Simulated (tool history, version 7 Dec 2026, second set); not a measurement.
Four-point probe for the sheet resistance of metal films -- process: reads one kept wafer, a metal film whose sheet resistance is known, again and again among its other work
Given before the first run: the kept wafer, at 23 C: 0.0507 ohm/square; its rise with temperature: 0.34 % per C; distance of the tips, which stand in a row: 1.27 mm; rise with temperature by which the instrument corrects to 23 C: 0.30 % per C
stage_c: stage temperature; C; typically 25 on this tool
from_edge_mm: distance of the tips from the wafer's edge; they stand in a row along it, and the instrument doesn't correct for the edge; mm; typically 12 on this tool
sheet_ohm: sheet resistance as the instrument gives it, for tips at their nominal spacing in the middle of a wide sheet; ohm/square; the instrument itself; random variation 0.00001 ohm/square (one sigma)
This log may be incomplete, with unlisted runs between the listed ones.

run 1 hour=0 | stage_c=25 from_edge_mm=12 | sheet_ohm=0.051626
run 2 hour=102 | stage_c=32 from_edge_mm=12 | sheet_ohm=0.051774
run 3 hour=197 | stage_c=25 from_edge_mm=12 | sheet_ohm=0.051644
run 4 hour=309.1 | stage_c=30 from_edge_mm=12 | sheet_ohm=0.05175
run 5 hour=390.5 | stage_c=27 from_edge_mm=12 | sheet_ohm=0.051707
run 6 hour=455.8 | stage_c=27 from_edge_mm=12 | sheet_ohm=0.051703
run 7 hour=542.2 | stage_c=27 from_edge_mm=61 | sheet_ohm=0.051395
run 8 hour=647 | stage_c=23 from_edge_mm=12 | sheet_ohm=0.051659
run 9 hour=776.8 | stage_c=23 from_edge_mm=12 | sheet_ohm=0.051649
run 10 hour=876.9 | stage_c=23 from_edge_mm=12 | sheet_ohm=0.051656
run 11 hour=956.2 | stage_c=25 from_edge_mm=12 | sheet_ohm=0.051706
run 12 hour=1082.5 | stage_c=25 from_edge_mm=12 | sheet_ohm=0.05174
run 13 hour=1193.6 | stage_c=25 from_edge_mm=22 | sheet_ohm=0.051513
run 14 hour=1307.9 | stage_c=25 from_edge_mm=12 | sheet_ohm=0.05174
run 15 hour=1376.9 | stage_c=25 from_edge_mm=12 | sheet_ohm=0.051741
run 16 hour=1494.7 | stage_c=25 from_edge_mm=12 | sheet_ohm=0.051754
run 17 hour=1571 | stage_c=25 from_edge_mm=12 | sheet_ohm=0.05177
run 18 hour=1628.6 | stage_c=20 from_edge_mm=10 | sheet_ohm=0.051809
run 19 hour=1752.8 | stage_c=20 from_edge_mm=10 | sheet_ohm=0.051812
run 20 hour=1881.9 | stage_c=28 from_edge_mm=6 | sheet_ohm=0.05276
run 21 hour=1990.7 | stage_c=30 from_edge_mm=7 | sheet_ohm=0.052499
run 22 hour=2120 | stage_c=30 from_edge_mm=7 | sheet_ohm=0.052492
run 23 hour=2194.4 | stage_c=25 from_edge_mm=40 | sheet_ohm=0.051548
run 24 hour=2280.2 | stage_c=25 from_edge_mm=40 | sheet_ohm=0.051536
run 25 hour=2394.1 | stage_c=19 from_edge_mm=29 | sheet_ohm=0.051456
run 26 hour=2453.1 | stage_c=19 from_edge_mm=29 | sheet_ohm=0.051449
run 27 hour=2538.9 | stage_c=19 from_edge_mm=29 | sheet_ohm=0.051478
run 28 hour=2640.9 | stage_c=28 from_edge_mm=6 | sheet_ohm=0.052828
run 29 hour=2733.6 | stage_c=28 from_edge_mm=6 | sheet_ohm=0.052835
run 30 hour=2790.9 | stage_c=26 from_edge_mm=14 | sheet_ohm=0.051821
run 31 hour=2907 | stage_c=26 from_edge_mm=14 | sheet_ohm=0.051826
run 32 hour=3012.9 | stage_c=26 from_edge_mm=14 | sheet_ohm=0.051846
run 33 hour=3082 | stage_c=27 from_edge_mm=26 | sheet_ohm=0.051705
run 34 hour=3159.9 | stage_c=27 from_edge_mm=26 | sheet_ohm=0.051713

Predict each of these 5 candidate next runs independently; none follows another, all start after run 34:
run A hour=3230.4 | stage_c=30 from_edge_mm=12 | sheet_ohm=?
run B hour=3230.4 | stage_c=20 from_edge_mm=19 | sheet_ohm=?
run C hour=3230.4 | stage_c=27 from_edge_mm=8 | sheet_ohm=?
run D hour=3230.4 | stage_c=21 from_edge_mm=9 | sheet_ohm=?
run E hour=3230.4 | stage_c=34 from_edge_mm=6 | sheet_ohm=?

run=A sheet_ohm=0.052003
run=B sheet_ohm=0.051608
run=C sheet_ohm=0.052342
run=D sheet_ohm=0.052071
run=E sheet_ohm=0.053004
Without the tool's unlogged condition, the same runs would have read:
run=A sheet_ohm=0.051134
run=B sheet_ohm=0.050745
run=C sheet_ohm=0.051468
run=D sheet_ohm=0.051201
run=E sheet_ohm=0.052121
